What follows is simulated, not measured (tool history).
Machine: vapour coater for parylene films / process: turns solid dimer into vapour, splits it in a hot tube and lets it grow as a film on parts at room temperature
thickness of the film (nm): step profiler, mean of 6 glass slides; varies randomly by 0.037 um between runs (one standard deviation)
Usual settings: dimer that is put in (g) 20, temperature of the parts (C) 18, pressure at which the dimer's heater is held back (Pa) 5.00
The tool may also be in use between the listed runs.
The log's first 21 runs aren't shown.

run	hour	dimer that is put in (g)	temperature of the parts (C)	pressure at which the dimer's heater is held back (Pa)	thickness of the film (nm)
22	597.6	20	18	2.43	8440
23	615.0	20	18	2.43	8440
24	646.8	29	18	4.19	11670
25	669.9	18	13	4.19	8830
26	710.7	32	18	7.68	12310
27	739.6	10	14	5.29	4610
28	770.2	27	22	5.00	9060
29	808.6	16	27	5.00	4380
30	837.5	16	27	5.00	4370
31	866.9	16	27	5.00	4360
32	900.0	9	12	7.91	4260
# hour 919.9: trap's valve overhauled
33	926.8	9	12	7.91	4480
34	967.8	33	11	5.00	17500
35	1001.1	33	12	2.14	17700
36	1024.7	9	12	8.05	4430
37	1046.5	16	29	2.34	4370
38	1070.0	18	21	5.00	6440
39	1097.8	21	18	2.22	8790
40	1124.9	21	18	2.22	8720
41	1156.1	19	18	9.88	7120
42	1194.5	12	20	5.00	4350
43	1224.0	12	20	5.00	4290
44	1248.6	12	17	2.85	4960
45	1275.0	27	15	2.74	12220
# hour 1311.0: trap's valve overhauled
46	1311.9	27	13	10.40	12810

Predict each of these 3 candidate next runs independently; none follows another, all start after run 46:
A	1332.3	15	18	10.70	?
B	1332.3	28	13	7.51	?
C	1332.3	27	13	8.85	?

run	thickness of the film (nm)
A	5810
B	13600
C	12900
What these runs would have given with no unlogged condition in the tool:
run	thickness of the film (nm)
A	5700
B	13350
C	12660
